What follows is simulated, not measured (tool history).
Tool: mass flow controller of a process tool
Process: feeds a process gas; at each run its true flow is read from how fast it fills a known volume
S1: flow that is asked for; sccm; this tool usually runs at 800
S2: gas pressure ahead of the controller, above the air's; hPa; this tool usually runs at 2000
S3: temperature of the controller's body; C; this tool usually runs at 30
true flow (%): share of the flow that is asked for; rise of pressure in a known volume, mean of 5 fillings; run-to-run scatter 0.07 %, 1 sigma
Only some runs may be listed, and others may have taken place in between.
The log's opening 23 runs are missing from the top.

Run 24, hour 2022.2: usual settings but S1 175 sccm, S2 1410 hPa, S3 26 C. Result: true flow (%) 102.34.
Run 25, hour 2082.4: usual settings but S1 175 sccm, S2 1410 hPa, S3 26 C. Result: true flow (%) 102.48.
Run 26, hour 2206.3: usual settings but S1 175 sccm, S2 1410 hPa. Result: true flow (%) 102.1.
Run 27, hour 2330.6: usual settings but S1 635 sccm, S2 1410 hPa. Result: true flow (%) 99.59.
Run 28, hour 2405.2: usual settings but S1 855 sccm, S2 2530 hPa, S3 39 C. Result: true flow (%) 97.94.
Run 29, hour 2516.1: usual settings but S1 242 sccm, S2 2530 hPa. Result: true flow (%) 100.6.
Run 30, hour 2609.7: usual settings but S1 116 sccm, S2 2460 hPa, S3 26 C. Result: true flow (%) 104.2.
Run 31, hour 2674: usual settings but S1 116 sccm, S2 2460 hPa, S3 26 C. Result: true flow (%) 104.2.
Run 32, hour 2727.7: usual settings but S1 105 sccm, S2 2460 hPa, S3 27 C. Result: true flow (%) 104.8.

4 options for the next run, each taken on its own from the tool as it stands now. Forecast them:
Run A, hour 2778.6: usual settings but S1 116 sccm, S2 1840 hPa, S3 20 C. Result: true flow (%) ?.
Run B, hour 2778.6: usual settings but S2 2060 hPa, S3 36 C. Result: true flow (%) ?.
Run C, hour 2778.6: usual settings but S3 25 C. Result: true flow (%) ?.
Run D, hour 2778.6: usual settings but S1 162 sccm, S2 2310 hPa, S3 27 C. Result: true flow (%) ?.

run  true flow (%)
  A         105.31
  B          98.52
  C          99.76
  D          102.6
With the hidden condition removed and each run's random variation left untouched, the same runs would have given:
run  true flow (%)
  A         100.15
  B          98.56
  C           99.8
  D          99.16
